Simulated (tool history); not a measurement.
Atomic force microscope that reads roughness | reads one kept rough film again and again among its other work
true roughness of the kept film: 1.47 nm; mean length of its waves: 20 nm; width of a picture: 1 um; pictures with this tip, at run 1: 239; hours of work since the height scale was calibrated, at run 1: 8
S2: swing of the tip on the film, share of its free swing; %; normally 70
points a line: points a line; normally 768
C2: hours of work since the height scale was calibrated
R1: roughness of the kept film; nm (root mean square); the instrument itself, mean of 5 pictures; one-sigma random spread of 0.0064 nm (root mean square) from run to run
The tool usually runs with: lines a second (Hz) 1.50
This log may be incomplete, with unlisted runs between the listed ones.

run 1 hour=0.0 | lines_a_second_(Hz)=1.50 S2=70 points_a_line=768 | pictures_with_this_tip=239 C2=8 | R1=1.264
run 2 hour=6.9 | lines_a_second_(Hz)=1.50 S2=70 points_a_line=768 | pictures_with_this_tip=251 C2=12 | R1=1.251
run 3 hour=14.3 | lines_a_second_(Hz)=1.50 S2=70 points_a_line=768 | pictures_with_this_tip=264 C2=17 | R1=1.259
run 4 hour=19.8 | lines_a_second_(Hz)=1.50 S2=70 points_a_line=768 | pictures_with_this_tip=273 C2=20 | R1=1.256
run 5 hour=25.5 | lines_a_second_(Hz)=1.50 S2=70 points_a_line=768 | pictures_with_this_tip=283 C2=23 | R1=1.257
run 6 hour=33.6 | lines_a_second_(Hz)=1.50 S2=70 points_a_line=768 | pictures_with_this_tip=297 C2=28 | R1=1.261
run 7 hour=44.1 | lines_a_second_(Hz)=1.50 S2=70 points_a_line=834 | pictures_with_this_tip=315 C2=35 | R1=1.257
-- hour=52.2 new tip fitted
run 8 hour=52.6 | lines_a_second_(Hz)=1.50 S2=78 points_a_line=834 | pictures_with_this_tip=0 C2=39 | R1=1.225
run 9 hour=57.7 | lines_a_second_(Hz)=1.50 S2=70 points_a_line=768 | pictures_with_this_tip=9 C2=42 | R1=1.264
run 10 hour=67.0 | lines_a_second_(Hz)=1.50 S2=79 points_a_line=768 | pictures_with_this_tip=25 C2=48 | R1=1.225
run 11 hour=77.9 | lines_a_second_(Hz)=1.50 S2=79 points_a_line=768 | pictures_with_this_tip=44 C2=54 | R1=1.233
run 12 hour=85.9 | lines_a_second_(Hz)=1.50 S2=70 points_a_line=768 | pictures_with_this_tip=57 C2=59 | R1=1.262
run 13 hour=94.9 | lines_a_second_(Hz)=1.50 S2=70 points_a_line=768 | pictures_with_this_tip=73 C2=65 | R1=1.268
run 14 hour=105.8 | lines_a_second_(Hz)=1.50 S2=70 points_a_line=474 | pictures_with_this_tip=91 C2=71 | R1=1.254
run 15 hour=111.0 | lines_a_second_(Hz)=1.50 S2=70 points_a_line=294 | pictures_with_this_tip=100 C2=74 | R1=1.224
run 16 hour=118.2 | lines_a_second_(Hz)=3.03 S2=70 points_a_line=768 | pictures_with_this_tip=113 C2=78 | R1=1.191
run 17 hour=126.7 | lines_a_second_(Hz)=3.03 S2=70 points_a_line=768 | pictures_with_this_tip=127 C2=84 | R1=1.205
run 18 hour=133.9 | lines_a_second_(Hz)=3.03 S2=70 points_a_line=768 | pictures_with_this_tip=139 C2=88 | R1=1.198
run 19 hour=143.6 | lines_a_second_(Hz)=3.03 S2=70 points_a_line=768 | pictures_with_this_tip=156 C2=94 | R1=1.197
run 20 hour=149.1 | lines_a_second_(Hz)=3.03 S2=70 points_a_line=768 | pictures_with_this_tip=165 C2=97 | R1=1.197
run 21 hour=155.5 | lines_a_second_(Hz)=3.03 S2=70 points_a_line=768 | pictures_with_this_tip=176 C2=101 | R1=1.208
run 22 hour=164.5 | lines_a_second_(Hz)=3.03 S2=70 points_a_line=768 | pictures_with_this_tip=192 C2=106 | R1=1.206
run 23 hour=170.8 | lines_a_second_(Hz)=3.03 S2=70 points_a_line=768 | pictures_with_this_tip=202 C2=110 | R1=1.203
run 24 hour=180.7 | lines_a_second_(Hz)=3.03 S2=70 points_a_line=768 | pictures_with_this_tip=219 C2=116 | R1=1.204
run 25 hour=185.7 | lines_a_second_(Hz)=2.47 S2=77 points_a_line=326 | pictures_with_this_tip=228 C2=119 | R1=1.147
run 26 hour=195.0 | lines_a_second_(Hz)=2.47 S2=77 points_a_line=326 | pictures_with_this_tip=244 C2=124 | R1=1.153
run 27 hour=204.1 | lines_a_second_(Hz)=2.47 S2=68 points_a_line=326 | pictures_with_this_tip=259 C2=130 | R1=1.202
run 28 hour=213.2 | lines_a_second_(Hz)=2.14 S2=70 points_a_line=768 | pictures_with_this_tip=275 C2=135 | R1=1.241
run 29 hour=220.4 | lines_a_second_(Hz)=1.42 S2=83 points_a_line=768 | pictures_with_this_tip=287 C2=139 | R1=1.212
run 30 hour=231.2 | lines_a_second_(Hz)=1.48 S2=81 points_a_line=392 | pictures_with_this_tip=306 C2=146 | R1=1.206
run 31 hour=236.0 | lines_a_second_(Hz)=1.24 S2=70 points_a_line=371 | pictures_with_this_tip=314 C2=149 | R1=1.264
-- hour=244.5 new tip fitted
run 32 hour=244.9 | lines_a_second_(Hz)=1.46 S2=90 points_a_line=679 | pictures_with_this_tip=0 C2=154 | R1=1.179
run 33 hour=253.7 | lines_a_second_(Hz)=1.46 S2=90 points_a_line=679 | pictures_with_this_tip=15 C2=159 | R1=1.170
run 34 hour=264.0 | lines_a_second_(Hz)=1.50 S2=56 points_a_line=768 | pictures_with_this_tip=33 C2=165 | R1=1.304
run 35 hour=273.6 | lines_a_second_(Hz)=2.11 S2=56 points_a_line=270 | pictures_with_this_tip=49 C2=171 | R1=1.256
run 36 hour=281.0 | lines_a_second_(Hz)=2.11 S2=60 points_a_line=652 | pictures_with_this_tip=62 C2=175 | R1=1.274
run 37 hour=286.3 | lines_a_second_(Hz)=2.42 S2=70 points_a_line=478 | pictures_with_this_tip=71 C2=178 | R1=1.218
run 38 hour=297.5 | lines_a_second_(Hz)=0.84 S2=70 points_a_line=768 | pictures_with_this_tip=90 C2=185 | R1=1.293
run 39 hour=308.1 | lines_a_second_(Hz)=0.84 S2=70 points_a_line=768 | pictures_with_this_tip=108 C2=191 | R1=1.284
run 40 hour=318.5 | lines_a_second_(Hz)=0.84 S2=64 points_a_line=272 | pictures_with_this_tip=126 C2=198 | R1=1.260
run 41 hour=326.8 | lines_a_second_(Hz)=1.50 S2=66 points_a_line=386 | pictures_with_this_tip=140 C2=203 | R1=1.262
run 42 hour=337.0 | lines_a_second_(Hz)=0.80 S2=70 points_a_line=768 | pictures_with_this_tip=158 C2=209 | R1=1.289
run 43 hour=344.5 | lines_a_second_(Hz)=0.80 S2=70 points_a_line=768 | pictures_with_this_tip=171 C2=213 | R1=1.291

Run 44 is up next; what results do you expect?
run 44 hour=352.6 | lines_a_second_(Hz)=0.80 S2=61 points_a_line=768 | pictures_with_this_tip=184 C2=218 | R1=?

For run 44 the tool returned R1 1.301 nm (root mean square).
On a tool with no hidden condition, and with the same random variation, this run would have come out at R1 1.303 nm (root mean square).
